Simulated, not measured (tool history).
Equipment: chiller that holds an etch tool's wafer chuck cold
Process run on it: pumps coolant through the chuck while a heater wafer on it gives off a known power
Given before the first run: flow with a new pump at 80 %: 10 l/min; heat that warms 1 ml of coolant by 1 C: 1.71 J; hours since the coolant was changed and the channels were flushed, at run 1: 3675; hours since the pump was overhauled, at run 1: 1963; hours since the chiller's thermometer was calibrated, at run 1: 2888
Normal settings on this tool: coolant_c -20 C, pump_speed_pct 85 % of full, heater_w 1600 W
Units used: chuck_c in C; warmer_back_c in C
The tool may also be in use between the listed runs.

run,hour,coolant_c,pump_speed_pct,heater_w,hours since the coolant was changed and the channels were flushed,hours since the pump was overhauled,hours since the chiller's thermometer was calibrated,chuck_c,warmer_back_c
1,0.0,-20,85,1600,3675,1963,2888,-4.5,5.45
2,26.9,-20,85,1600,3702,1990,2915,-4.7,5.41
3,81.5,-20,85,1600,3756,2045,2970,-4.7,5.39
4,133.4,-20,85,1600,3808,2097,3022,-4.5,5.37
5,158.5,-20,85,1122,3833,2122,3047,-9.2,3.82
6,186.0,-20,85,1122,3861,2149,3074,-9.2,3.80
7,233.5,-20,97,1122,3908,2197,3122,-10.2,3.36
8,274.6,-20,97,1122,3950,2238,3163,-10.2,3.32
9,330.4,-12,85,1600,4005,2294,3219,3.4,5.41
10,358.9,-12,85,1600,4034,2322,3247,3.5,5.46
11,388.0,-21,85,1600,4063,2351,3276,-5.6,5.44
12,417.8,-20,85,1600,4093,2381,3306,-4.4,5.42
13,463.5,-20,85,1600,4138,2427,3352,-4.6,5.49
14,488.4,-20,85,1600,4163,2452,3377,-4.4,5.44
15,547.2,-20,85,1600,4222,2511,3435,-4.5,5.45
16,593.6,-20,85,1600,4269,2557,3482,-4.4,5.45
17,636.9,-25,73,1600,4312,2600,3525,-8.0,6.29
18,692.1,-19,85,1600,4367,2655,3580,-3.5,5.45
19,730.6,-19,85,1600,4406,2694,3619,-3.4,5.49
20,772.4,-19,85,1600,4447,2736,3661,-3.2,5.52
21,803.9,-15,85,850,4479,2767,3692,-6.9,2.91
22,852.8,-26,85,1600,4528,2816,3741,-10.2,5.41
23,884.5,-26,85,1600,4559,2848,3773,-10.3,5.51
24,919.3,-28,70,2018,4594,2883,3807,-5.7,8.33
25,974.0,-24,71,2018,4649,2937,3862,-1.7,8.22
26,1021.1,-10,77,1600,4696,2985,3909,6.7,6.05
27,1049.8,-13,77,2000,4725,3013,3938,8.0,7.58

Measured result minus the same run's result without the hidden state. Both carry the same run-to-run variation, though not necessarily the same gauge scatter:
Hidden state present: heat passed by the chuck's channels, % of clean ones'; flow at a given pump speed, % of a new pump's; coolant's true temperature over the reading, C; drift of the gauge itself on chuck_c, C; drift of the gauge itself on warmer_back_c, C.
run,chuck_c,warmer_back_c
1,+0.9,+0.12
2,+0.9,+0.11
3,+1.0,+0.12
4,+1.0,+0.12
5,+0.6,+0.09
6,+0.6,+0.09
7,+0.5,+0.08
8,+0.5,+0.08
9,+1.0,+0.14
10,+1.0,+0.14
11,+1.0,+0.14
12,+1.1,+0.14
13,+1.1,+0.15
14,+1.1,+0.15
15,+1.1,+0.15
16,+1.2,+0.16
17,+1.3,+0.18
18,+1.1,+0.16
19,+1.2,+0.16
20,+1.2,+0.17
21,+0.4,+0.09
22,+1.2,+0.17
23,+1.2,+0.18
24,+1.9,+0.27
25,+1.9,+0.27
26,+1.3,+0.20
27,+1.8,+0.26

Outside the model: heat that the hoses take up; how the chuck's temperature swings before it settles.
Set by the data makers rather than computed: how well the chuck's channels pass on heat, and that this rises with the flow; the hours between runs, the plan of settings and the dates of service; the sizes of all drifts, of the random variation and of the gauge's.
